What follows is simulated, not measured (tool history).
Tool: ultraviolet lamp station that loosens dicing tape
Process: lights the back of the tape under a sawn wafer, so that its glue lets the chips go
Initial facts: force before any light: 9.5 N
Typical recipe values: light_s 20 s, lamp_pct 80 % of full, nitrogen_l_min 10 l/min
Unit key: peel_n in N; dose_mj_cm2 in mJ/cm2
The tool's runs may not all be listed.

run   hour  light_s  lamp_pct  nitrogen_l_min  peel_n  dose_mj_cm2
  1      0       20        80              10   1.252          215
  2   48.9       20        80              10   1.294          210
  3   89.3       20        80              13   1.142          202
  4  122.7       20        80              13   1.196          201
  5    163       20        80              10   1.494          196
  6  189.6       20        72              10   1.812          172
  7  235.4       20        80              10   1.652          187
     239.3  -- window cleaned of glue's vapour
  8  279.6       24        94              10   0.722          284
  9  301.7       29        70              10   0.928          251
 10  350.5       23        80              10   1.257          219
 11  404.7       22        80              10    1.42          205
 12  449.2       20        87              10   1.519          194
 13  477.3       20        87              10   1.575          190

Each row is a separate what-if for the run after 13, all from the same tool condition, not one after another. Results?
  A  502.3       14        82               3       ?            ?
  B  502.3       40       100               7       ?            ?
  C  502.3       20        81              13       ?            ?
  D  502.3       25        66              10       ?            ?

run  peel_n  dose_mj_cm2
  A   4.454          124
  B   0.394          430
  C   1.566          171
  D   1.722          176
Had the tool no hidden state, the same runs would have come out as:
run  peel_n  dose_mj_cm2
  A   2.891          197
  B   0.199          683
  C    0.63          272
  D   0.714          279

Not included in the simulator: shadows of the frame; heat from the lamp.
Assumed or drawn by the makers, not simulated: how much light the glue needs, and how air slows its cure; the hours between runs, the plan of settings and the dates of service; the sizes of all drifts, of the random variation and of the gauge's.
